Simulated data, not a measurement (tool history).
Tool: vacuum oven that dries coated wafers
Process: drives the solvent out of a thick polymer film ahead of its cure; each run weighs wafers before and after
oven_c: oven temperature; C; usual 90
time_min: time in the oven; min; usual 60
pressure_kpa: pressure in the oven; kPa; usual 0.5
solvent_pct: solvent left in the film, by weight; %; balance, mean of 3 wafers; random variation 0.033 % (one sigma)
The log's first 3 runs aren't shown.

run	hour	oven_c	time_min	pressure_kpa	solvent_pct
4	59.7	90	77	0.5	1.92
5	74	90	77	0.787	2.48
6	88.1	90	77	0.787	2.46
7	106.5	90	77	0.787	2.46
8	124.4	90	60	0.394	2.53
9	144.2	90	60	0.394	2.64
10	161.6	90	60	0.5	2.73
11	175.5	90	38	0.5	5.29
12	194.3	90	38	0.5	5.19
13	212.7	90	60	1.13	3.97
14	223	90	60	0.589	2.93
15	237.6	90	60	0.589	2.98
16	254.7	90	60	0.589	2.88
17	274.2	90	60	0.589	2.95
18	293	90	60	0.589	2.96
19	309.5	90	60	0.589	2.97
20	324.1	90	60	0.589	2.99
21	337	90	60	0.589	3.01
22	358.7	97	60	0.5	1.24
23	374.5	90	60	0.5	2.81
24	387.2	90	60	0.5	2.83
25	403.6	90	40	0.5	4.9

The next listed run, before its measurement:
26	421.3	96	60	1.814	?

solvent_pct: 3.46 %
Without the tool's hidden state the same run would have given solvent_pct 3.45 %.
